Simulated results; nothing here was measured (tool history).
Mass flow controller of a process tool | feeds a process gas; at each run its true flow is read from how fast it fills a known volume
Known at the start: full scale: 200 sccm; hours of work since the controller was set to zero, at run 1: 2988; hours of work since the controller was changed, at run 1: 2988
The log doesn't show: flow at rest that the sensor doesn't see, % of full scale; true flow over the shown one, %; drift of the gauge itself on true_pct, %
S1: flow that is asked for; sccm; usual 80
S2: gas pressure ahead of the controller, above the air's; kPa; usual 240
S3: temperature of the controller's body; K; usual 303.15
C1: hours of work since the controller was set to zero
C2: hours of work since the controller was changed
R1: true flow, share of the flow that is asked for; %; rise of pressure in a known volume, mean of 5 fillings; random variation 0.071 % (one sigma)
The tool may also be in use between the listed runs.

run 1 hour=0 | S1=80 S2=240 S3=303.15 | C1=2988 C2=2988 | R1=99.51
run 2 hour=255.3 | S1=80 S2=240 S3=311.15 | C1=3069 C2=3069 | R1=99.25
run 3 hour=438.8 | S1=80 S2=240 S3=311.15 | C1=3128 C2=3128 | R1=99.24
run 4 hour=563 | S1=80 S2=240 S3=311.15 | C1=3167 C2=3167 | R1=99.37
run 5 hour=724.9 | S1=80 S2=240 S3=311.15 | C1=3219 C2=3219 | R1=99.29
run 6 hour=834.2 | S1=80 S2=240 S3=311.15 | C1=3254 C2=3254 | R1=99.24
run 7 hour=1072.1 | S1=80 S2=240 S3=303.15 | C1=3330 C2=3330 | R1=99.52
run 8 hour=1201.5 | S1=80 S2=240 S3=303.15 | C1=3371 C2=3371 | R1=99.48
run 9 hour=1446.5 | S1=80 S2=240 S3=303.15 | C1=3449 C2=3449 | R1=99.62
run 10 hour=1598.8 | S1=80 S2=240 S3=303.15 | C1=3498 C2=3498 | R1=99.5
run 11 hour=1768.6 | S1=80 S2=240 S3=303.15 | C1=3552 C2=3552 | R1=99.46
run 12 hour=1935.4 | S1=80 S2=240 S3=303.15 | C1=3606 C2=3606 | R1=99.55
run 13 hour=2131.9 | S1=80 S2=240 S3=305.15 | C1=3668 C2=3668 | R1=99.39
run 14 hour=2352.1 | S1=80 S2=240 S3=305.15 | C1=3739 C2=3739 | R1=99.39
run 15 hour=2475.5 | S1=80 S2=240 S3=305.15 | C1=3778 C2=3778 | R1=99.5
run 16 hour=2618 | S1=80 S2=240 S3=305.15 | C1=3823 C2=3823 | R1=99.44
run 17 hour=2762.2 | S1=80 S2=240 S3=305.15 | C1=3869 C2=3869 | R1=99.43
run 18 hour=2900.8 | S1=80 S2=240 S3=293.15 | C1=3914 C2=3914 | R1=100
run 19 hour=3030.1 | S1=80 S2=162 S3=300.15 | C1=3955 C2=3955 | R1=99.63
run 20 hour=3257.2 | S1=65 S2=230 S3=308.15 | C1=4027 C2=4027 | R1=99.11
run 21 hour=3492.8 | S1=100 S2=153 S3=296.15 | C1=4103 C2=4103 | R1=100.01
run 22 hour=3646.3 | S1=110 S2=145 S3=308.15 | C1=4152 C2=4152 | R1=99.46
run 23 hour=3886.5 | S1=110 S2=145 S3=308.15 | C1=4228 C2=4228 | R1=99.64
run 24 hour=4130.3 | S1=131 S2=240 S3=303.15 | C1=4306 C2=4306 | R1=100.06
run 25 hour=4323.7 | S1=131 S2=240 S3=303.15 | C1=4368 C2=4368 | R1=99.93
run 26 hour=4514.4 | S1=131 S2=240 S3=303.15 | C1=4429 C2=4429 | R1=100.08
run 27 hour=4763.9 | S1=131 S2=240 S3=303.15 | C1=4508 C2=4508 | R1=100.04
run 28 hour=4983.7 | S1=131 S2=240 S3=303.15 | C1=4578 C2=4578 | R1=99.96
run 29 hour=5208.8 | S1=58 S2=240 S3=305.15 | C1=4650 C2=4650 | R1=99.12
run 30 hour=5459.8 | S1=58 S2=263 S3=303.15 | C1=4730 C2=4730 | R1=99.12
run 31 hour=5663.6 | S1=143 S2=240 S3=305.15 | C1=4795 C2=4795 | R1=100.04
run 32 hour=5865 | S1=143 S2=240 S3=305.15 | C1=4860 C2=4860 | R1=100.24
run 33 hour=6125.3 | S1=143 S2=240 S3=305.15 | C1=4943 C2=4943 | R1=99.96

4 ways to go on from here, each from the tool as it stands after run 33. What would each give?
run A hour=6255.1 | S1=28 S2=150 S3=293.15 | C1=4984 C2=4984 | R1=?
run B hour=6255.1 | S1=29 S2=170 S3=293.15 | C1=4984 C2=4984 | R1=?
run C hour=6255.1 | S1=143 S2=280 S3=311.15 | C1=4984 C2=4984 | R1=?
run D hour=6255.1 | S1=80 S2=240 S3=300.15 | C1=4984 C2=4984 | R1=?

run=A R1=97.96
run=B R1=98.03
run=C R1=99.88
run=D R1=99.62
Without the tool's hidden state the same runs would have given:
run=A R1=99.63
run=B R1=99.61
run=C R1=99.45
run=D R1=99.6
